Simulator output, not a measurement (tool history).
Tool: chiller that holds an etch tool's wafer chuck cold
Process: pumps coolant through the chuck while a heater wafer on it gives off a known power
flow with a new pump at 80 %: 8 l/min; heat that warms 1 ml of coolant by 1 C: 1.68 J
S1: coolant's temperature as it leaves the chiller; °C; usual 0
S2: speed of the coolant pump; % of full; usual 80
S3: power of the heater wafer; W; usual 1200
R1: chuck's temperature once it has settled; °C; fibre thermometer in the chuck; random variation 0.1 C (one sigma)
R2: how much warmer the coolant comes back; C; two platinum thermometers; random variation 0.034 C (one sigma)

run     day  S1  S2    S3    R1    R2
  1       0   0  80  1200  11.9  5.37
  2   7.362   0  80  1200  12.1  5.35
  3  12.933   0  80   633   6.4  2.84
  4  19.321   0  80  1200  12.1  5.31
  5  23.904   0  80  1200    12  5.34
  6  29.875  -3  80  1200     9  5.27
  7  36.442   0  77  1200  12.4  5.54
  8  43.338   0  77  1200  12.3  5.52
  9  48.258   0  80  1200    12  5.32
 10  51.971   0  67  1200  13.3  6.46

Run 11 comes next. What will it give?
 11  60.475   0  94  960   ?   ?

{"run 11": {"R1": 8.7, "R2": 3.52}}
Without the tool's hidden state the same run would have given R1 8.7 °C, R2 3.61 C.

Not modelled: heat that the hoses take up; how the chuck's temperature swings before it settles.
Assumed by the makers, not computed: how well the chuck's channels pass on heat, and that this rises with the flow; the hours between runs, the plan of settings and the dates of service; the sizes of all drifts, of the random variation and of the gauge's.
